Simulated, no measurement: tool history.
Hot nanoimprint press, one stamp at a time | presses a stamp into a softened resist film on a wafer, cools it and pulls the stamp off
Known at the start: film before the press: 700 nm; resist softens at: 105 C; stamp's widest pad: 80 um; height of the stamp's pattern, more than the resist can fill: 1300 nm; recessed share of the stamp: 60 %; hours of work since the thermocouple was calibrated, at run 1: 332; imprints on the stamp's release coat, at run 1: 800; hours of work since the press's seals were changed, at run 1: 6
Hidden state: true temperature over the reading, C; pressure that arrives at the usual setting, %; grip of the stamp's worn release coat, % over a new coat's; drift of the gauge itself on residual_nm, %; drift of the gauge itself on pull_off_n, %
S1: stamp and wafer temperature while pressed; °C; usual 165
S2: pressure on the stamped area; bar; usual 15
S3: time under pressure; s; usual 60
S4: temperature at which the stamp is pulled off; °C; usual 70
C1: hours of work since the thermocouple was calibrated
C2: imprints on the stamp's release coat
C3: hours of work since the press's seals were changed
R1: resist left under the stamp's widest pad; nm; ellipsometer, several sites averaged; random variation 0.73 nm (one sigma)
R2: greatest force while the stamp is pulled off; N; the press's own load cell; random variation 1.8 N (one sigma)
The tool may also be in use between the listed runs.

run   hour   S1    S2  S3  S4   C1    C2   C3     R1   R2
  1      0  165    15  60  70  332   800    6    326  164
  2    9.9  165    15  60  70  339   824   13  324.8  161
  3   19.6  165    15  60  70  346   848   20  326.2  164
  4   27.1  165    15  60  70  352   867   26  325.8  167
  5   39.2  165    15  60  70  360   897   35  327.5  161
  6   51.6  165    15  60  70  369   927   43  324.7  164
  7   57.6  165    15  60  70  374   942   48  327.2  163
  8   68.3  165    15  60  70  381   968   56  325.7  164
  9   74.5  165    15  60  70  386   984   60  326.8  166
 10   80.3  165    15  60  70  390   998   64  327.9  165
 11   85.9  165    15  60  70  394  1012   68  326.6  165
      92.4  -- plate thermocouple calibrated
 12   98.9  165    15  60  70    5  1036   75  327.4  165
 13  111.7  165    15  60  70   14  1068   85  327.9  163
 14  123.6  165    15  60  70   22  1097   93  328.5  166
 15    133  165    15  60  70   29  1120  100  330.4  159
 16  142.1  165    15  60  70   36  1143  106  330.3  162
 17  154.1  165    15  60  70   44  1172  115  329.2  165
 18  167.7  165    15  60  70   54  1206  125  330.1  167
 19  174.6  165  17.3  60  63   59  1223  130  303.4  167
 20  188.2  165  17.3  60  63   69  1256  140  305.8  170
 21  198.1  165  17.3  60  63   76  1281  147    306  169
 22  204.1  171    22  48  67   80  1295  151  218.8  166
 23  210.5  171    22  48  67   85  1311  156  219.2  164
 24  224.4  174  11.2  33  62   95  1345  166  328.8  168
 25  235.1  169  11.2  33  76  103  1372  173  396.8  153
 26  245.4  161  15.4  42  66  110  1397  181  432.1  168
 27  258.1  155    15  60  72  119  1428  190    503  163
 28  269.5  165  12.2  78  70  128  1457  198  344.9  168
 29  275.5  165  12.2  78  70  132  1471  203  343.9  165

3 ways to go on from here, each from the tool as it stands after run 29. What would each give?
  A  285.1  165    15  60  66  139  1495  209   ?   ?
  B  285.1  165  12.2  78  62  139  1495  209   ?   ?
  C  285.1  153    15  46  75  139  1495  209   ?   ?

run     R1   R2
  A  333.1  169
  B  343.8  173
  C    567  157
Without the tool's hidden state the same runs would have given:
run     R1   R2
  A  325.1  167
  B  335.5  172
  C  553.2  155
